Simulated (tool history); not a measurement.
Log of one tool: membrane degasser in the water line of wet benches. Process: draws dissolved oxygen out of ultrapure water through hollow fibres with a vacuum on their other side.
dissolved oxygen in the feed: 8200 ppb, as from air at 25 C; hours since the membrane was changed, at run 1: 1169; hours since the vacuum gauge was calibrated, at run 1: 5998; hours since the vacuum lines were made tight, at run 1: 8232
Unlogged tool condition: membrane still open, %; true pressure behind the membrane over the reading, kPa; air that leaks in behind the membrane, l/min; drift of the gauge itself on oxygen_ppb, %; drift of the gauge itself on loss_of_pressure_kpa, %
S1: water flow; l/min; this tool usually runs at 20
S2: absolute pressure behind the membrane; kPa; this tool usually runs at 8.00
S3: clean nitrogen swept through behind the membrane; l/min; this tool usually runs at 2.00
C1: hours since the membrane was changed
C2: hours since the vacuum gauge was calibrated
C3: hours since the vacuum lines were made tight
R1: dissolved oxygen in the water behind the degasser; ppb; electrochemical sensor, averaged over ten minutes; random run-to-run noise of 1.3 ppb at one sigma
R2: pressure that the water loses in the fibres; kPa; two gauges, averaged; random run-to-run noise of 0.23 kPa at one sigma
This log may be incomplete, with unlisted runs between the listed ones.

run 1 hour=0.0 | S1=20 S2=8.00 S3=2.00 | C1=1169 C2=5998 C3=8232 | R1=127.7 R2=58.19
run 2 hour=36.2 | S1=16 S2=8.00 S3=2.00 | C1=1205 C2=6034 C3=8269 | R1=101.0 R2=47.36
run 3 hour=77.9 | S1=20 S2=8.00 S3=2.00 | C1=1247 C2=6076 C3=8310 | R1=129.5 R2=58.38
run 4 hour=118.8 | S1=20 S2=8.00 S3=2.00 | C1=1288 C2=6117 C3=8351 | R1=128.8 R2=58.67
run 5 hour=155.1 | S1=20 S2=8.00 S3=2.00 | C1=1324 C2=6153 C3=8388 | R1=126.9 R2=58.92
run 6 hour=183.0 | S1=20 S2=8.00 S3=2.00 | C1=1352 C2=6181 C3=8416 | R1=124.5 R2=58.76
run 7 hour=218.4 | S1=20 S2=8.00 S3=2.00 | C1=1387 C2=6216 C3=8451 | R1=129.4 R2=59.05
-- hour=225.6 vacuum gauge calibrated
run 8 hour=246.0 | S1=20 S2=8.00 S3=2.00 | C1=1414 C2=20 C3=8478 | R1=130.6 R2=58.82
run 9 hour=268.9 | S1=20 S2=8.00 S3=2.00 | C1=1437 C2=43 C3=8501 | R1=129.9 R2=59.02
run 10 hour=297.1 | S1=20 S2=8.00 S3=2.00 | C1=1465 C2=72 C3=8529 | R1=125.1 R2=58.86
run 11 hour=328.1 | S1=20 S2=8.00 S3=2.00 | C1=1496 C2=102 C3=8560 | R1=127.7 R2=58.80
run 12 hour=372.1 | S1=20 S2=5.02 S3=2.00 | C1=1540 C2=146 C3=8604 | R1=60.1 R2=59.05
run 13 hour=405.9 | S1=20 S2=5.02 S3=2.00 | C1=1574 C2=180 C3=8638 | R1=60.9 R2=59.32
run 14 hour=447.8 | S1=20 S2=8.00 S3=2.00 | C1=1616 C2=222 C3=8680 | R1=128.4 R2=59.44
run 15 hour=492.2 | S1=20 S2=8.00 S3=2.00 | C1=1661 C2=267 C3=8724 | R1=127.8 R2=59.12
run 16 hour=533.8 | S1=20 S2=5.23 S3=2.00 | C1=1702 C2=308 C3=8766 | R1=65.4 R2=59.15
run 17 hour=574.5 | S1=20 S2=5.23 S3=2.00 | C1=1743 C2=349 C3=8806 | R1=64.3 R2=59.05
run 18 hour=604.0 | S1=13 S2=6.53 S3=1.31 | C1=1772 C2=378 C3=8836 | R1=81.8 R2=38.53
run 19 hour=639.5 | S1=16 S2=16.19 S3=2.67 | C1=1808 C2=414 C3=8871 | R1=193.4 R2=47.50
run 20 hour=662.8 | S1=16 S2=16.19 S3=2.67 | C1=1831 C2=437 C3=8895 | R1=195.1 R2=47.53
run 21 hour=699.0 | S1=16 S2=16.19 S3=2.67 | C1=1867 C2=473 C3=8931 | R1=197.5 R2=47.75
run 22 hour=740.1 | S1=13 S2=16.19 S3=2.67 | C1=1908 C2=514 C3=8972 | R1=156.3 R2=38.35
run 23 hour=777.5 | S1=13 S2=16.19 S3=2.67 | C1=1946 C2=552 C3=9010 | R1=157.7 R2=39.01
run 24 hour=801.4 | S1=13 S2=16.19 S3=2.67 | C1=1970 C2=576 C3=9033 | R1=157.5 R2=39.02
run 25 hour=833.7 | S1=26 S2=8.00 S3=1.37 | C1=2002 C2=608 C3=9066 | R1=228.2 R2=77.76
run 26 hour=873.4 | S1=22 S2=7.14 S3=2.56 | C1=2042 C2=648 C3=9105 | R1=101.1 R2=65.64
run 27 hour=905.1 | S1=22 S2=7.14 S3=2.56 | C1=2073 C2=679 C3=9137 | R1=99.5 R2=65.37
run 28 hour=948.8 | S1=22 S2=7.14 S3=2.56 | C1=2117 C2=723 C3=9181 | R1=97.8 R2=65.86
run 29 hour=969.7 | S1=16 S2=10.05 S3=3.26 | C1=2138 C2=744 C3=9202 | R1=92.5 R2=48.19
run 30 hour=987.8 | S1=17 S2=9.90 S3=3.26 | C1=2156 C2=762 C3=9220 | R1=95.2 R2=50.96
run 31 hour=1009.5 | S1=14 S2=7.64 S3=3.26 | C1=2178 C2=784 C3=9241 | R1=53.6 R2=41.35
run 32 hour=1031.7 | S1=13 S2=14.98 S3=2.39 | C1=2200 C2=806 C3=9264 | R1=160.6 R2=38.97
run 33 hour=1063.7 | S1=13 S2=14.98 S3=2.39 | C1=2232 C2=838 C3=9296 | R1=158.3 R2=38.83

Each row is a separate what-if for the run after 33, all from the same tool condition, not one after another. Results?
run A hour=1093.9 | S1=14 S2=14.98 S3=2.39 | C1=2262 C2=868 C3=9326 | R1=? R2=?
run B hour=1093.9 | S1=20 S2=6.70 S3=2.00 | C1=2262 C2=868 C3=9326 | R1=? R2=?
run C hour=1093.9 | S1=30 S2=9.61 S3=1.04 | C1=2262 C2=868 C3=9326 | R1=? R2=?

run=A R1=171.0 R2=42.15
run=B R1=96.9 R2=60.03
run=C R1=419.7 R2=90.05
What these runs would have given with no unlogged condition in the tool:
run=A R1=170.8 R2=41.14
run=B R1=96.8 R2=58.61
run=C R1=419.6 R2=87.91
